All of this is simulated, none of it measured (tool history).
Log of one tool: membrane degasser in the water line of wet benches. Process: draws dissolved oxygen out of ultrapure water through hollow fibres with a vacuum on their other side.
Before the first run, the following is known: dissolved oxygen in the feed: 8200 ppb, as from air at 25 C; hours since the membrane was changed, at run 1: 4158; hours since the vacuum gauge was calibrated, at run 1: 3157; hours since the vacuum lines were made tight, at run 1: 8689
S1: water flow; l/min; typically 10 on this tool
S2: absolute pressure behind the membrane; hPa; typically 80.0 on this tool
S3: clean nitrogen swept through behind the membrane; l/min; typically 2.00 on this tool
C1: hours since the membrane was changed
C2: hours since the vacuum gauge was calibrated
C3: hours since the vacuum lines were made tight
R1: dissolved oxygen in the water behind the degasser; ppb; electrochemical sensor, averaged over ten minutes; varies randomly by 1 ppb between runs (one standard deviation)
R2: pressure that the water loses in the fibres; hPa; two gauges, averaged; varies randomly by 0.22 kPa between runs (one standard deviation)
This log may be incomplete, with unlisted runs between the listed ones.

run      day  S1     S2    S3    C1    C2     C3     R1     R2
  1    0.000  10   80.0  2.00  4158  3157   8689   98.7  544.9
  2    4.967  10   80.0  2.00  4277  3276   8808  100.6  550.3
  3   10.333  10   80.0  2.00  4406  3405   8936   98.7  547.6
  4   15.904  10   80.0  2.00  4539  3539   9070   99.3  547.6
  5   25.146  10   80.0  2.00  4761  3761   9292  100.1  546.1
  6   32.508  10   76.3  2.00  4938  3937   9469   95.0  542.3
      33.333  -- vacuum gauge calibrated
  7   37.508  10  120.3  2.00  5057   100   9588  147.1  549.3
  8   45.979  10  120.3  2.00  5261   303   9792  147.4  547.5
  9   50.462  10  120.3  2.00  5368   411   9899  149.5  548.1
 10   58.621  10  120.3  2.00  5564   607  10095  145.1  547.1
      61.142  -- seals of the vacuum lines changed
 11   67.812  10  120.3  2.00  5783   825    160  146.2  546.0
 12   73.246  10  120.3  2.00  5913   956    291  147.9  546.9
 13   82.438  10  120.3  2.00  6134  1176    511  145.9  550.1
 14   91.862  12  120.3  1.36  6360  1403    737  245.9  655.5
 15   96.750  12   52.7  2.00  6477  1520    855  101.7  653.6
 16  101.108  10   80.0  1.71  6582  1625    959  107.5  542.6
 17  105.500  16   69.9  3.30  6687  1730   1065  205.5  872.6
 18  113.404   7   80.0  2.00  6877  1920   1254   53.2  381.3
 19  122.088  10  159.9  1.36  7085  2128   1463  261.1  547.6
 20  127.488  10   94.2  1.23  7215  2258   1592  160.7  543.3
 21  134.117  10   94.2  1.23  7374  2417   1751  158.9  549.2
 22  138.046  10  156.8  1.23  7468  2511   1846  277.1  550.4
 23  142.667  15   71.2  1.79  7579  2622   1957  210.0  821.5
 24  147.050   8  106.5  2.00  7684  2727   2062   93.9  437.5
 25  152.771   7  172.2  2.00  7822  2864   2199  129.2  382.6

4 options for the next run, each taken on its own from the tool as it stands now. Forecast them:
  A  158.062   7   70.2  1.39  7949  2991  2326   ?   ?
  B  158.062  10   89.3  2.00  7949  2991  2326   ?   ?
  C  158.062  10   94.5  2.00  7949  2991  2326   ?   ?
  D  158.062   7  172.2  1.22  7949  2991  2326   ?   ?

run     R1     R2
  A   58.7  378.4
  B  109.0  544.8
  C  118.7  549.7
  D  205.4  382.0
What these runs would have given with no unlogged condition in the tool:
run     R1     R2
  A   58.6  377.9
  B  108.7  544.1
  C  118.3  549.0
  D  205.2  381.5
